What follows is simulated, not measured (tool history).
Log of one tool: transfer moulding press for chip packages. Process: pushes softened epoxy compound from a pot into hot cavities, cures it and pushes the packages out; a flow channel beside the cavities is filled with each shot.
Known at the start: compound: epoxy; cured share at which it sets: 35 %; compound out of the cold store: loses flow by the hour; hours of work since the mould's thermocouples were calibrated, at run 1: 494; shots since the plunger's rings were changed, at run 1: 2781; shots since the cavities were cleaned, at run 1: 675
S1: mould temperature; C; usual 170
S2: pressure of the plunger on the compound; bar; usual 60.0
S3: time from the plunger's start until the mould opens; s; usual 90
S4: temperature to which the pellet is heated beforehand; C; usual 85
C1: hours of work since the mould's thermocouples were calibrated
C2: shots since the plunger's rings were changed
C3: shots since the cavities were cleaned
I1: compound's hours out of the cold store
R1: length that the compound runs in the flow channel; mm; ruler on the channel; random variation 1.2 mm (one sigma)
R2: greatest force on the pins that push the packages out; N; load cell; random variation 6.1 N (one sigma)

run 1 hour=0.0 | S1=170 S2=60.0 S3=90 S4=85 | C1=494 C2=2781 C3=675 | I1=12.3 | R1=624 R2=401
-- hour=17.0 cavities cleaned with cleaning compound and waxed
-- hour=28.2 plunger's sealing rings changed
run 2 hour=30.3 | S1=170 S2=60.0 S3=90 S4=85 | C1=510 C2=25 C3=128 | I1=9.8 | R1=650 R2=296
run 3 hour=50.9 | S1=170 S2=60.0 S3=90 S4=85 | C1=522 C2=267 C3=370 | I1=33.5 | R1=594 R2=336
run 4 hour=63.8 | S1=170 S2=60.0 S3=90 S4=85 | C1=529 C2=418 C3=521 | I1=24.4 | R1=614 R2=360
run 5 hour=88.0 | S1=170 S2=60.0 S3=90 S4=85 | C1=544 C2=702 C3=805 | I1=35.6 | R1=587 R2=387
-- hour=92.9 cavities cleaned with cleaning compound and waxed
run 6 hour=110.0 | S1=170 S2=60.0 S3=90 S4=85 | C1=556 C2=943 C3=201 | I1=9.0 | R1=648 R2=314
run 7 hour=132.9 | S1=170 S2=60.0 S3=90 S4=91 | C1=570 C2=1213 C3=471 | I1=34.2 | R1=585 R2=350
run 8 hour=146.8 | S1=170 S2=60.0 S3=90 S4=91 | C1=578 C2=1376 C3=634 | I1=35.9 | R1=584 R2=348
-- hour=168.4 mould's thermocouples calibrated
-- hour=169.9 cavities cleaned with cleaning compound and waxed
run 9 hour=175.4 | S1=170 S2=60.0 S3=90 S4=91 | C1=3 C2=1671 C3=65 | I1=8.5 | R1=647 R2=269
run 10 hour=200.5 | S1=170 S2=60.0 S3=90 S4=91 | C1=18 C2=1966 C3=360 | I1=33.5 | R1=585 R2=343
run 11 hour=226.3 | S1=170 S2=60.0 S3=90 S4=91 | C1=34 C2=2269 C3=663 | I1=19.7 | R1=613 R2=398
-- hour=244.1 cavities cleaned with cleaning compound and waxed
run 12 hour=246.9 | S1=170 S2=60.0 S3=90 S4=91 | C1=45 C2=2494 C3=33 | I1=10.6 | R1=631 R2=274
run 13 hour=263.2 | S1=170 S2=60.0 S3=90 S4=91 | C1=55 C2=2686 C3=225 | I1=42.9 | R1=561 R2=325
run 14 hour=278.4 | S1=170 S2=60.0 S3=90 S4=91 | C1=64 C2=2864 C3=403 | I1=9.5 | R1=633 R2=375
-- hour=296.2 plunger's sealing rings changed
run 15 hour=305.5 | S1=169 S2=63.6 S3=90 S4=85 | C1=78 C2=109 C3=692 | I1=18.6 | R1=652 R2=427
run 16 hour=317.4 | S1=170 S2=60.0 S3=107 S4=92 | C1=86 C2=250 C3=833 | I1=18.7 | R1=628 R2=316
-- hour=321.2 cavities cleaned with cleaning compound and waxed
run 17 hour=345.1 | S1=171 S2=60.0 S3=90 S4=91 | C1=101 C2=558 C3=282 | I1=44.8 | R1=566 R2=305
run 18 hour=371.5 | S1=170 S2=51.7 S3=90 S4=94 | C1=117 C2=867 C3=591 | I1=34.0 | R1=547 R2=360
-- hour=394.9 cavities cleaned with cleaning compound and waxed
run 19 hour=398.5 | S1=170 S2=60.0 S3=90 S4=80 | C1=132 C2=1167 C3=42 | I1=8.9 | R1=646 R2=282
run 20 hour=417.7 | S1=170 S2=45.6 S3=100 S4=80 | C1=144 C2=1393 C3=268 | I1=17.6 | R1=544 R2=293
run 21 hour=443.8 | S1=170 S2=60.0 S3=80 S4=91 | C1=159 C2=1700 C3=575 | I1=42.2 | R1=565 R2=461
run 22 hour=462.5 | S1=174 S2=60.0 S3=90 S4=84 | C1=170 C2=1920 C3=795 | I1=31.4 | R1=579 R2=338
-- hour=469.9 cavities cleaned with cleaning compound and waxed
run 23 hour=483.4 | S1=174 S2=60.0 S3=90 S4=84 | C1=182 C2=2147 C3=159 | I1=33.9 | R1=575 R2=252
run 24 hour=503.1 | S1=174 S2=66.7 S3=90 S4=79 | C1=193 C2=2379 C3=391 | I1=15.8 | R1=647 R2=302
run 25 hour=524.5 | S1=171 S2=60.0 S3=90 S4=83 | C1=206 C2=2630 C3=642 | I1=46.0 | R1=553 R2=349
-- hour=544.4 cavities cleaned with cleaning compound and waxed
run 26 hour=551.0 | S1=171 S2=60.0 S3=116 S4=83 | C1=221 C2=2925 C3=78 | I1=24.0 | R1=597 R2=197
-- hour=563.7 plunger's sealing rings changed
run 27 hour=580.1 | S1=170 S2=72.9 S3=76 S4=85 | C1=237 C2=193 C3=391 | I1=23.5 | R1=682 R2=527
run 28 hour=602.3 | S1=170 S2=72.9 S3=76 S4=85 | C1=250 C2=453 C3=651 | I1=17.2 | R1=698 R2=596

The same runs without the tool's hidden state, with the same run-to-run variation:
The hidden state here: true mould temperature over the reading, C; pressure that reaches the compound, % of what is set; grip of the stained cavities, % over clean ones'; drift of the gauge itself on flow_mm, %; drift of the gauge itself on push_out_n, %.
run=1 R1=643 R2=258
run=2 R1=652 R2=248
run=3 R1=597 R2=236
run=4 R1=618 R2=238
run=5 R1=592 R2=244
run=6 R1=656 R2=246
run=7 R1=594 R2=235
run=8 R1=593 R2=221
run=9 R1=658 R2=238
run=10 R1=597 R2=235
run=11 R1=628 R2=247
run=12 R1=648 R2=245
run=13 R1=578 R2=236
run=14 R1=653 R2=246
run=15 R1=653 R2=262
run=16 R1=630 R2=189
run=17 R1=570 R2=219
run=18 R1=553 R2=227
run=19 R1=655 R2=257
run=20 R1=553 R2=211
run=21 R1=576 R2=289
run=22 R1=592 R2=206
run=23 R1=589 R2=199
run=24 R1=665 R2=204
run=25 R1=570 R2=220
run=26 R1=617 R2=169
run=27 R1=684 R2=356
run=28 R1=702 R2=375
